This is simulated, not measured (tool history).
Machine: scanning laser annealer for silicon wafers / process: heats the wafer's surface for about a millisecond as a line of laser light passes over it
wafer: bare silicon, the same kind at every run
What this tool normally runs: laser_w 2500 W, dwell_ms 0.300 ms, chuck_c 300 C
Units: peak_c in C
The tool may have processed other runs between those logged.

run,hour,laser_w,dwell_ms,chuck_c,peak_c
1,0.0,2500,0.300,300,1065
2,8.8,2500,0.212,300,930
3,18.8,2500,0.212,300,930
4,30.2,2500,0.212,300,934
5,40.6,2500,0.212,300,927
6,48.3,2500,0.298,300,1062
7,62.5,2500,0.300,300,1060
8,69.3,2393,0.300,300,1022
9,77.0,2393,0.300,300,1020
10,91.1,2393,0.300,300,1022
11,103.4,2393,0.300,300,1019
12,115.5,2500,0.300,300,1056
13,126.8,2500,0.300,300,1056
14,135.1,2715,0.225,277,991
15,142.1,2614,0.300,309,1108
16,149.2,2500,0.366,311,1151
17,157.1,2500,0.300,319,1073
18,163.4,2500,0.300,319,1072
19,171.4,2500,0.253,300,987
20,184.8,2212,0.223,294,842
21,194.2,2552,0.321,276,1075
22,200.3,2692,0.300,324,1148
23,208.8,2382,0.325,335,1073
24,218.2,2608,0.373,329,1219
25,229.3,2608,0.373,329,1219

The same runs without the tool's hidden state, with the same run-to-run variation:
Hidden conditions of the tool in this case: light that passes the window, % of a clean one's; laser's true power over the reading, %; width of the line over the set one, %; drift of the gauge itself on peak_c, C.
run,peak_c
1,1087
2,949
3,949
4,954
5,948
6,1088
7,1087
8,1048
9,1046
10,1049
11,1047
12,1086
13,1087
14,1021
15,1142
16,1187
17,1106
18,1106
19,1018
20,868
21,1113
22,1188
23,1109
24,1263
25,1264
